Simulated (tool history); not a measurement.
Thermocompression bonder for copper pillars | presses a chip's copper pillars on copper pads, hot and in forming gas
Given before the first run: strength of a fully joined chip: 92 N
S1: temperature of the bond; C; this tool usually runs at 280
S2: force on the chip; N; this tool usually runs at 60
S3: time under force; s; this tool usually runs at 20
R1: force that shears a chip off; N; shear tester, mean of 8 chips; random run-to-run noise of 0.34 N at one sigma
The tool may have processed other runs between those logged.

run	day	S1	S2	S3	R1
1	0	280	60	20	43.1
2	0.696	280	60	20	43.5
3	1.167	280	60	20	43.3
4	1.675	280	60	20	43.7
5	2.233	280	60	20	43.1
6	2.6	280	60	20	43.4
7	3.304	280	60	20	43
8	3.85	280	60	43	55.3
# day 4.004: heater calibrated with a thermocouple chip
9	4.262	280	60	54	59.6
10	4.942	280	60	29	50.3
11	5.317	280	60	29	50
12	5.742	274	60	29	45.9
13	6.225	256	41	20	25.1
# day 6.583: heater calibrated with a thermocouple chip, once more
14	6.829	256	41	20	23.3
15	7.146	280	60	33	49.1
16	7.688	280	60	33	48.7
17	8.288	280	61	12	34.7
18	8.783	279	52	12	31.1
19	9.375	308	85	11	54.3
20	10.092	309	83	27	68.2

Below are 4 alternative next runs, each starting from the tool's condition after run 20. Predict each:
A	10.5	309	87	41	?
B	10.5	309	83	13	?
C	10.5	309	53	27	?
D	10.5	280	60	47	?

run	R1
A	75.2
B	58.2
C	59.3
D	55.1
The same runs, with their run-to-run variation unchanged, on a tool lacking any hidden condition would have given:
run	R1
A	76.5
B	58.3
C	59.5
D	55.1

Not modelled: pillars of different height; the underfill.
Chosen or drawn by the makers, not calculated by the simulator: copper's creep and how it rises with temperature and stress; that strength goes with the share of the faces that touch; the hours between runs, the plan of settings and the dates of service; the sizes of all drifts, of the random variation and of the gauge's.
